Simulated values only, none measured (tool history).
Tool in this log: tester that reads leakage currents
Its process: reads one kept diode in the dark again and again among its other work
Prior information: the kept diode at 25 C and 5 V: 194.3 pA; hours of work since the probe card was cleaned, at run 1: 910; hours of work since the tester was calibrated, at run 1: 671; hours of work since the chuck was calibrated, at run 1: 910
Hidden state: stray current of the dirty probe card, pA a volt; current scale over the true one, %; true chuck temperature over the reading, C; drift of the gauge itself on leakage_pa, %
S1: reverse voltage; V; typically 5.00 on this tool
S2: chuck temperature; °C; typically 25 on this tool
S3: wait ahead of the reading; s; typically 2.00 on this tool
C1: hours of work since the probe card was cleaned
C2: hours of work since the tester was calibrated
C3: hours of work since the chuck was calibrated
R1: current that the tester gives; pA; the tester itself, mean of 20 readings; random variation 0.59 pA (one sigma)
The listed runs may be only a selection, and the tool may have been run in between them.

| run | hour | S1 | S2 | S3 | C1 | C2 | C3 | R1 |
|---|---|---|---|---|---|---|---|---|
| 1 | 0.0 | 5.00 | 25 | 2.00 | 910 | 671 | 910 | 170.86 |
| 2 | 32.9 | 5.00 | 25 | 7.80 | 935 | 696 | 935 | 170.05 |
| 3 | 48.2 | 5.00 | 25 | 7.80 | 947 | 708 | 947 | 170.16 |
| 4 | 80.2 | 5.00 | 25 | 7.80 | 972 | 733 | 972 | 168.72 |
| 5 | 100.2 | 5.00 | 25 | 7.80 | 988 | 749 | 988 | 168.64 |
| 6 | 116.0 | 5.00 | 25 | 7.80 | 1000 | 761 | 1000 | 168.21 |
|  | 124.5 | chuck's temperature calibrated |
| 7 | 152.6 | 2.80 | 25 | 7.80 | 1027 | 788 | 22 | 153.75 |
| 8 | 168.0 | 2.80 | 25 | 7.80 | 1039 | 800 | 34 | 152.66 |
| 9 | 190.3 | 2.76 | 25 | 2.00 | 1056 | 817 | 51 | 151.96 |
| 10 | 221.3 | 5.00 | 54 | 2.00 | 1080 | 841 | 75 | 2037.74 |
| 11 | 238.3 | 5.00 | 54 | 2.00 | 1094 | 855 | 89 | 2034.68 |
| 12 | 260.5 | 5.00 | 54 | 2.00 | 1111 | 872 | 106 | 2023.99 |
| 13 | 292.2 | 5.00 | 54 | 2.00 | 1136 | 897 | 131 | 2025.42 |
| 14 | 316.7 | 5.00 | 54 | 2.00 | 1155 | 916 | 150 | 2019.65 |
| 15 | 337.5 | 3.86 | 54 | 2.00 | 1171 | 932 | 166 | 1801.74 |
| 16 | 353.3 | 3.86 | 54 | 2.00 | 1183 | 944 | 178 | 1795.10 |
| 17 | 376.3 | 3.86 | 54 | 2.00 | 1201 | 962 | 196 | 1792.39 |
| 18 | 394.2 | 5.00 | 25 | 2.00 | 1215 | 976 | 210 | 193.50 |
| 19 | 423.8 | 5.00 | 25 | 2.00 | 1238 | 999 | 233 | 193.48 |
| 20 | 455.4 | 5.00 | 25 | 2.00 | 1263 | 1024 | 258 | 193.17 |
| 21 | 480.1 | 1.08 | 25 | 2.00 | 1282 | 1043 | 277 | 97.77 |
| 22 | 516.4 | 1.08 | 25 | 2.00 | 1310 | 1071 | 305 | 97.32 |
| 23 | 549.4 | 1.08 | 25 | 2.00 | 1336 | 1097 | 331 | 96.44 |
| 24 | 586.7 | 7.92 | 26 | 0.33 | 1365 | 1126 | 360 | 257.82 |
| 25 | 618.4 | 18.80 | 56 | 0.47 | 1390 | 1151 | 385 | 4051.68 |
| 26 | 639.8 | 11.64 | 37 | 1.87 | 1406 | 1167 | 401 | 755.39 |
| 27 | 665.4 | 5.00 | 25 | 0.40 | 1426 | 1187 | 421 | 190.99 |
| 28 | 683.8 | 4.71 | 22 | 0.47 | 1441 | 1202 | 436 | 142.15 |
| 29 | 719.6 | 3.13 | 33 | 1.05 | 1469 | 1230 | 464 | 301.10 |
| 30 | 752.3 | 3.13 | 33 | 1.05 | 1494 | 1255 | 489 | 299.99 |
| 31 | 787.5 | 1.41 | 31 | 0.50 | 1521 | 1283 | 517 | 177.89 |
| 32 | 816.7 | 3.90 | 25 | 1.05 | 1544 | 1305 | 539 | 165.82 |
| 33 | 847.0 | 4.41 | 47 | 8.61 | 1568 | 1329 | 563 | 1058.01 |
| 34 | 862.8 | 4.41 | 47 | 8.61 | 1580 | 1341 | 575 | 1060.18 |
| 35 | 893.2 | 2.47 | 58 | 1.13 | 1604 | 1365 | 599 | 1879.37 |
| 36 | 927.5 | 2.47 | 39 | 4.78 | 1630 | 1392 | 626 | 435.46 |
| 37 | 949.4 | 1.91 | 32 | 0.90 | 1648 | 1409 | 643 | 217.80 |
| 38 | 981.2 | 2.80 | 32 | 7.35 | 1672 | 1433 | 667 | 254.88 |
| 39 | 1003.2 | 2.80 | 32 | 7.35 | 1689 | 1451 | 685 | 254.69 |
| 40 | 1041.1 | 2.80 | 52 | 0.70 | 1719 | 1480 | 714 | 1252.20 |

Below are 4 alternative next runs, each starting from the tool's condition after run 40. Predict each:
| A | 1072.9 | 5.00 | 25 | 0.63 | 1744 | 1505 | 739 | ? |
| B | 1072.9 | 2.80 | 48 | 2.60 | 1744 | 1505 | 739 | ? |
| C | 1072.9 | 16.54 | 49 | 2.93 | 1744 | 1505 | 739 | ? |
| D | 1072.9 | 14.02 | 25 | 0.31 | 1744 | 1505 | 739 | ? |

| run | R1 |
|---|---|
| A | 181.07 |
| B | 920.71 |
| C | 2163.76 |
| D | 300.17 |
What these runs would have given with no unlogged condition in the tool:
| run | R1 |
|---|---|
| A | 195.83 |
| B | 1011.36 |
| C | 2361.51 |
| D | 315.63 |
